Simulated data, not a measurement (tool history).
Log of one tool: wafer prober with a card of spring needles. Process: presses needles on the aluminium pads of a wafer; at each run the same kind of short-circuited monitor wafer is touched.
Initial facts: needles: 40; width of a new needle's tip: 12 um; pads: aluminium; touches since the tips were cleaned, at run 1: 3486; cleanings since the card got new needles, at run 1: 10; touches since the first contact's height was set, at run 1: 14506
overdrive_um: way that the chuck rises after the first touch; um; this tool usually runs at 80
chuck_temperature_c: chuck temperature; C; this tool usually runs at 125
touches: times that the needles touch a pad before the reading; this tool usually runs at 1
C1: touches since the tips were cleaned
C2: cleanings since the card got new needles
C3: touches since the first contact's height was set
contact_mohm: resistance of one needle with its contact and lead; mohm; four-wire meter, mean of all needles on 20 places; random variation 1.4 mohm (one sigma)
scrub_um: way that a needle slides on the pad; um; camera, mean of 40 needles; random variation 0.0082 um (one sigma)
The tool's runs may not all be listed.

Run 1, day 0.000: usual settings; C1 3486; C2 10; C3 14506. Result: contact_mohm 216 mohm, scrub_um 17.276 um.
Run 2, day 0.342: usual settings but overdrive_um 92 um; C1 5755; C2 10; C3 16775. Result: contact_mohm 222 mohm, scrub_um 19.866 um.
Run 3, day 0.579: usual settings but overdrive_um 92 um; C1 7341; C2 10; C3 18361. Result: contact_mohm 223 mohm, scrub_um 19.852 um.
At day 0.612: tips cleaned on abrasive film.
Run 4, day 0.767: usual settings but overdrive_um 92 um; C1 1018; C2 11; C3 19579. Result: contact_mohm 229 mohm, scrub_um 19.851 um.
Run 5, day 1.067: usual settings but overdrive_um 92 um; C1 3030; C2 11; C3 21591. Result: contact_mohm 230 mohm, scrub_um 19.856 um.
Run 6, day 1.404: usual settings but overdrive_um 92 um; C1 5269; C2 11; C3 23830. Result: contact_mohm 232 mohm, scrub_um 19.843 um.
Run 7, day 1.667: usual settings but overdrive_um 92 um; C1 7025; C2 11; C3 25586. Result: contact_mohm 230 mohm, scrub_um 19.855 um.
At day 1.725: tips cleaned on abrasive film.
Run 8, day 1.929: usual settings but overdrive_um 96 um; C1 1387; C2 12; C3 27326. Result: contact_mohm 209 mohm, scrub_um 20.699 um.
Run 9, day 2.279: usual settings; C1 3695; C2 12; C3 29634. Result: contact_mohm 220 mohm, scrub_um 17.243 um.
Run 10, day 2.679: usual settings; C1 6364; C2 12; C3 32303. Result: contact_mohm 225 mohm, scrub_um 17.244 um.
At day 2.842: tips cleaned on abrasive film.
Run 11, day 2.879: usual settings; C1 264; C2 13; C3 33621. Result: contact_mohm 203 mohm, scrub_um 17.237 um.
At day 3.046: tips cleaned on abrasive film, once more.
Run 12, day 3.104: usual settings but chuck_temperature_c 29 C; C1 383; C2 14; C3 35087. Result: contact_mohm 182 mohm, scrub_um 17.209 um.
Run 13, day 3.354: usual settings but overdrive_um 95 um, chuck_temperature_c 29 C; C1 2067; C2 14; C3 36771. Result: contact_mohm 188 mohm, scrub_um 20.464 um.
Run 14, day 3.729: usual settings but overdrive_um 95 um, chuck_temperature_c 29 C; C1 4561; C2 14; C3 39265. Result: contact_mohm 196 mohm, scrub_um 20.459 um.
At day 4.154: tips cleaned on abrasive film.
Run 15, day 4.154: usual settings but chuck_temperature_c 29 C; C1 0; C2 15; C3 42061. Result: contact_mohm 178 mohm, scrub_um 17.188 um.
Run 16, day 4.554: usual settings but chuck_temperature_c 52 C; C1 2661; C2 15; C3 44722. Result: contact_mohm 197 mohm, scrub_um 17.198 um.
Run 17, day 4.738: usual settings; C1 3900; C2 15; C3 45961. Result: contact_mohm 218 mohm, scrub_um 17.194 um.
Run 18, day 5.100: usual settings; C1 6310; C2 15; C3 48371. Result: contact_mohm 223 mohm, scrub_um 17.204 um.
At day 5.271: tips cleaned on abrasive film.
Run 19, day 5.304: usual settings; C1 208; C2 16; C3 49702. Result: contact_mohm 206 mohm, scrub_um 17.181 um.
Run 20, day 5.608: usual settings; C1 2229; C2 16; C3 51723. Result: contact_mohm 214 mohm, scrub_um 17.181 um.
Run 21, day 5.892: usual settings but overdrive_um 78 um, chuck_temperature_c 55 C, touches 3; C1 4133; C2 16; C3 53627. Result: contact_mohm 191 mohm, scrub_um 16.752 um.
Run 22, day 6.133: usual settings but overdrive_um 78 um, chuck_temperature_c 28 C; C1 5750; C2 16; C3 55244. Result: contact_mohm 201 mohm, scrub_um 16.752 um.
At day 6.383: tips cleaned on abrasive film.
Run 23, day 6.496: usual settings but overdrive_um 78 um, chuck_temperature_c 28 C; C1 763; C2 17; C3 57627. Result: contact_mohm 187 mohm, scrub_um 16.741 um.
Run 24, day 6.779: usual settings but overdrive_um 78 um, chuck_temperature_c 28 C; C1 2635; C2 17; C3 59499. Result: contact_mohm 196 mohm, scrub_um 16.729 um.
Run 25, day 6.975: usual settings but overdrive_um 88 um, chuck_temperature_c 93 C; C1 3950; C2 17; C3 60814. Result: contact_mohm 212 mohm, scrub_um 18.894 um.
Run 26, day 7.379: usual settings but overdrive_um 99 um, chuck_temperature_c 26 C, touches 2; C1 6654; C2 17; C3 63518. Result: contact_mohm 195 mohm, scrub_um 21.298 um.
At day 7.512: tips cleaned on abrasive film.
Run 27, day 7.654: usual settings but overdrive_um 75 um, chuck_temperature_c 26 C, touches 2; C1 946; C2 18; C3 65327. Result: contact_mohm 183 mohm, scrub_um 16.077 um.
Run 28, day 8.046: usual settings but overdrive_um 70 um, chuck_temperature_c 38 C, touches 2; C1 3552; C2 18; C3 67933. Result: contact_mohm 192 mohm, scrub_um 14.998 um.
Run 29, day 8.217: usual settings but overdrive_um 86 um, chuck_temperature_c 36 C; C1 4696; C2 18; C3 69077. Result: contact_mohm 201 mohm, scrub_um 18.458 um.
Run 30, day 8.508: usual settings but chuck_temperature_c 87 C; C1 6628; C2 18; C3 71009. Result: contact_mohm 215 mohm, scrub_um 17.171 um.
At day 8.642: tips cleaned on abrasive film.
At day 8.808: height of the first contact set anew.
Run 31, day 8.900: usual settings but chuck_temperature_c 49 C, touches 3; C1 1630; C2 19; C3 610. Result: contact_mohm 187 mohm, scrub_um 17.286 um.
Run 32, day 9.196: usual settings but overdrive_um 99 um, chuck_temperature_c 124 C, touches 3; C1 3591; C2 19; C3 2571. Result: contact_mohm 208 mohm, scrub_um 21.396 um.
Run 33, day 9.388: usual settings but overdrive_um 63 um, chuck_temperature_c 89 C; C1 4885; C2 19; C3 3865. Result: contact_mohm 217 mohm, scrub_um 13.630 um.

Consider 4 possible next runs. They are alternatives, not a sequence: every one starts from the tool as it was left by run 33. What does each give?
Run A, day 9.721: usual settings but chuck_temperature_c 38 C, touches 2; C1 7107; C2 19; C3 6087. Result: contact_mohm ?, scrub_um ?.
Run B, day 9.721: usual settings but overdrive_um 64 um, chuck_temperature_c 42 C; C1 7107; C2 19; C3 6087. Result: contact_mohm ?, scrub_um ?.
Run C, day 9.721: usual settings but overdrive_um 61 um, chuck_temperature_c 28 C; C1 7107; C2 19; C3 6087. Result: contact_mohm ?, scrub_um ?.
Run D, day 9.721: usual settings but overdrive_um 71 um, chuck_temperature_c 123 C, touches 3; C1 7107; C2 19; C3 6087. Result: contact_mohm ?, scrub_um ?.

run  contact_mohm  scrub_um
  A           196    17.281
  B           213    13.831
  C           215    13.197
  D           211    15.334
With the hidden condition removed and each run's random variation left untouched, the same runs would have given:
run  contact_mohm  scrub_um
  A           182    17.281
  B           183    13.831
  C           182    13.197
  D           203    15.334
